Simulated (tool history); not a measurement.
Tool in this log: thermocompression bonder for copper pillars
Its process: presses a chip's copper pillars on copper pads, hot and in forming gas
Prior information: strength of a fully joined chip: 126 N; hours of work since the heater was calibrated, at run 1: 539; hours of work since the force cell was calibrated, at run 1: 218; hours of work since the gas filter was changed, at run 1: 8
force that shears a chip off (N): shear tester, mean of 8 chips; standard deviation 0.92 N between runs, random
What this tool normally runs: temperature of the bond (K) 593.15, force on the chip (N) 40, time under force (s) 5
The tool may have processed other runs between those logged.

| run | hour | temperature of the bond (K) | force on the chip (N) | time under force (s) | hours of work since the heater was calibrated | hours of work since the force cell was calibrated | hours of work since the gas filter was changed | force that shears a chip off (N) |
|---|---|---|---|---|---|---|---|---|
| 1 | 0 | 593.15 | 40 | 5 | 539 | 218 | 8 | 70.8 |
| 2 | 56.1 | 593.15 | 40 | 5 | 574 | 253 | 44 | 72.3 |
| 3 | 109.9 | 593.15 | 40 | 5 | 608 | 287 | 78 | 69.3 |
|  | 134.5 | heater calibrated with a thermocouple chip |
| 4 | 158.1 | 593.15 | 29 | 5 | 15 | 317 | 107 | 61.8 |
| 5 | 195.3 | 602.15 | 40 | 5 | 38 | 340 | 130 | 80.1 |
| 6 | 231 | 602.15 | 40 | 5 | 61 | 363 | 153 | 77.7 |
| 7 | 295.6 | 593.15 | 40 | 5 | 102 | 404 | 194 | 71.9 |
|  | 314.4 | forming gas filter changed |
| 8 | 329.9 | 593.15 | 34 | 5 | 123 | 425 | 10 | 67.3 |
| 9 | 390.3 | 593.15 | 34 | 5 | 161 | 463 | 48 | 67.5 |
| 10 | 423.4 | 593.15 | 34 | 5 | 182 | 484 | 69 | 66.8 |
| 11 | 459.3 | 593.15 | 34 | 5 | 205 | 507 | 92 | 65.2 |
| 12 | 526.6 | 593.15 | 34 | 5 | 247 | 549 | 134 | 65.1 |
| 13 | 559.8 | 593.15 | 40 | 5 | 268 | 570 | 155 | 71.2 |
| 14 | 616.2 | 593.15 | 40 | 5 | 304 | 606 | 191 | 69.7 |
|  | 640 | forming gas filter changed |
| 15 | 668.8 | 593.15 | 40 | 5 | 337 | 639 | 18 | 70.3 |
| 16 | 704.8 | 593.15 | 40 | 5 | 360 | 661 | 41 | 70.8 |
| 17 | 768.3 | 593.15 | 40 | 7 | 400 | 701 | 81 | 78.5 |
| 18 | 841.3 | 593.15 | 40 | 7 | 446 | 748 | 127 | 78.1 |
| 19 | 900.6 | 593.15 | 40 | 7 | 483 | 785 | 165 | 76.7 |
| 20 | 943.7 | 602.15 | 26 | 8 | 510 | 812 | 192 | 68 |
|  | 966.9 | forming gas filter changed |
| 21 | 1005.6 | 602.15 | 32 | 8 | 549 | 851 | 24 | 80 |
| 22 | 1065.9 | 599.15 | 44 | 10 | 587 | 889 | 63 | 93.9 |
| 23 | 1112.6 | 599.15 | 44 | 10 | 617 | 919 | 92 | 91.2 |
|  | 1122.9 | heater calibrated with a thermocouple chip |
| 24 | 1170.3 | 599.15 | 44 | 10 | 30 | 954 | 127 | 98 |
| 25 | 1218.8 | 583.15 | 44 | 14 | 61 | 984 | 158 | 92.5 |
| 26 | 1275 | 612.15 | 33 | 3 | 96 | 1020 | 193 | 63.8 |
|  | 1293.9 | forming gas filter changed |
| 27 | 1317.4 | 600.15 | 27 | 9 | 123 | 1046 | 15 | 76.4 |
| 28 | 1353.9 | 600.15 | 27 | 9 | 146 | 1069 | 38 | 74 |
| 29 | 1397.2 | 600.15 | 27 | 9 | 173 | 1097 | 65 | 75.6 |
| 30 | 1468.8 | 570.15 | 39 | 9 | 218 | 1142 | 110 | 66.1 |
| 31 | 1503.7 | 607.15 | 26 | 9 | 240 | 1164 | 133 | 76.8 |
| 32 | 1542.5 | 564.15 | 34 | 11 | 265 | 1189 | 157 | 59 |
| 33 | 1595.5 | 587.15 | 40 | 4 | 298 | 1222 | 190 | 59.1 |
|  | 1617.3 | forming gas filter changed |
| 34 | 1644.5 | 593.15 | 54 | 5 | 329 | 1253 | 17 | 86.7 |
| 35 | 1677.7 | 593.15 | 54 | 5 | 350 | 1274 | 38 | 84.2 |
| 36 | 1750.8 | 594.15 | 29 | 9 | 396 | 1320 | 84 | 72.1 |
| 37 | 1793.8 | 609.15 | 40 | 5 | 423 | 1347 | 112 | 80.4 |
| 38 | 1847.5 | 609.15 | 40 | 5 | 457 | 1381 | 145 | 80.8 |

How the hidden state differs across the entries between the runs, from the last listed run before each to the first after it:
Run 3 -> run 4: heater calibrated with a thermocouple chip (hour 134.5)
  true temperature of the bond over the reading, C: -5.5 -> -0.2; force that reaches the chip, % of what is set: 98.3 -> 98.2; oxide that the forming gas leaves, % of the face: 2.56 -> 3.23
  measured minus no-state result, force that shears a chip off (N): -6.4 -> -2.6
Run 7 -> run 8: forming gas filter changed (hour 314.4)
  true temperature of the bond over the reading, C: -1 -> -1.2; force that reaches the chip, % of what is set: 97.8 -> 97.7; oxide that the forming gas leaves, % of the face: 5.31 -> 0.86
  measured minus no-state result, force that shears a chip off (N): -5.4 -> -2.2
Run 14 -> run 15: forming gas filter changed (hour 640)
  true temperature of the bond over the reading, C: -2.9 -> -3.2; force that reaches the chip, % of what is set: 96.8 -> 96.6; oxide that the forming gas leaves, % of the face: 5 -> 1.02
  measured minus no-state result, force that shears a chip off (N): -7 -> -4.3
Run 20 -> run 21: forming gas filter changed (hour 966.9)
  true temperature of the bond over the reading, C: -4.8 -> -5.1; force that reaches the chip, % of what is set: 95.8 -> 95.6; oxide that the forming gas leaves, % of the face: 5.14 -> 1.03
  measured minus no-state result, force that shears a chip off (N): -8.8 -> -6.3
Run 23 -> run 24: heater calibrated with a thermocouple chip (hour 1122.9)
  true temperature of the bond over the reading, C: -5.7 -> 0.6; force that reaches the chip, % of what is set: 95.3 -> 95.1; oxide that the forming gas leaves, % of the face: 2.69 -> 3.55
  measured minus no-state result, force that shears a chip off (N): -7.8 -> -4.6
Run 26 -> run 27: forming gas filter changed (hour 1293.9)
  true temperature of the bond over the reading, C: -0.1 -> -0.3; force that reaches the chip, % of what is set: 94.8 -> 94.7; oxide that the forming gas leaves, % of the face: 5.13 -> 0.81
  measured minus no-state result, force that shears a chip off (N): -5.4 -> -2.8
Run 33 -> run 34: forming gas filter changed (hour 1617.3)
  true temperature of the bond over the reading, C: -2 -> -2.2; force that reaches the chip, % of what is set: 93.8 -> 93.7; oxide that the forming gas leaves, % of the face: 4.88 -> 0.95
  measured minus no-state result, force that shears a chip off (N): -6.7 -> -4.9

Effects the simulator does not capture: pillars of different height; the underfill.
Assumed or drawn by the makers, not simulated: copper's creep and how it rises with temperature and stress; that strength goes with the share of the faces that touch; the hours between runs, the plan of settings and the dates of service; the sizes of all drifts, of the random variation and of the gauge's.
